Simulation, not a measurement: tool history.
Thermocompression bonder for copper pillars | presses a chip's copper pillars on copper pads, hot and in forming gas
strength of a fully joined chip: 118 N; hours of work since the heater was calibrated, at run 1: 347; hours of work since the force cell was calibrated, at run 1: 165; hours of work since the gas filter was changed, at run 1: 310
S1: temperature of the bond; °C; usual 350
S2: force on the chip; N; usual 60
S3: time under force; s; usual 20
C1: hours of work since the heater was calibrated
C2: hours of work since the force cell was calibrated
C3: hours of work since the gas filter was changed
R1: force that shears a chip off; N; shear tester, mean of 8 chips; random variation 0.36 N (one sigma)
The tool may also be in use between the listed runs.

run   hour   S1  S2  S3   C1   C2   C3     R1
  1      0  350  60  20  347  165  310   82.3
  2    7.2  350  60  33  351  170  314   92.1
       8.2  -- forming gas filter changed
  3   11.6  350  60  33  353  172    2   96.4
  4   18.2  350  60  33  357  176    6     97
  5   27.1  350  60  20  362  181   11   85.9
  6     33  350  60  20  366  184   14   87.2
  7   38.3  350  60  20  369  187   17   86.5
  8   45.1  350  60  20  373  191   21   86.4
  9   50.9  350  60  25  376  195   25   91.2
 10   55.4  350  60  10  379  197   27   72.2
 11   62.9  350  60  20  383  201   32   86.6
 12   67.9  350  60  20  386  204   35   86.8
 13   73.8  350  60  20  389  208   38     87
 14   81.1  350  60  20  393  212   42   86.4
 15   89.4  350  60  41  398  217   47   99.7
 16   97.7  342  60  41  403  222   52   95.5
 17  104.2  350  54  20  407  225   56   82.8
 18  111.4  350  72  20  411  230   60   93.1
 19  117.7  350  72  20  415  233   63   93.2
     119.7  -- force cell calibrated
 20  124.1  350  72  20  418    3   66   91.9
 21  130.2  362  72  22  421    6   70  100.3
 22  134.5  362  72  22  424    9   72  100.9
 23  139.4  362  72  22  426   11   75  100.4
 24  148.7  340  43  22  432   17   81   68.8
 25  155.7  350  47  40  436   21   85   90.9
 26  163.7  355  59  16  440   25   89   83.5
 27  172.8  355  83  16  446   31   94   95.1
     177.6  -- force cell calibrated, once more
 28  178.7  355  83  16  448    1   97   95.8
 29  187.9  350  66  20  454    6  102   89.7
 30  194.9  350  66  20  458   10  106   89.6
 31    200  350  66  20  461   13  109   89.7
 32  203.8  357  75  20  463   15  112   96.5
 33    209  350  60  17  466   18  115   83.1
 34  215.8  350  79  17  470   22  118   92.7

Forecast each of these 4 alternatives for the next run:
  A  224.9  350  79  13  475  27  124   ?
  B  224.9  350  60  20  475  27  124   ?
  C  224.9  350  72  12  475  27  124   ?
  D  224.9  350  61  60  475  27  124   ?

run     R1
  A   87.1
  B   86.5
  C   82.1
  D  104.7
Without the tool's hidden state the same runs would have given:
run     R1
  A   87.8
  B   87.1
  C   82.6
  D  106.1
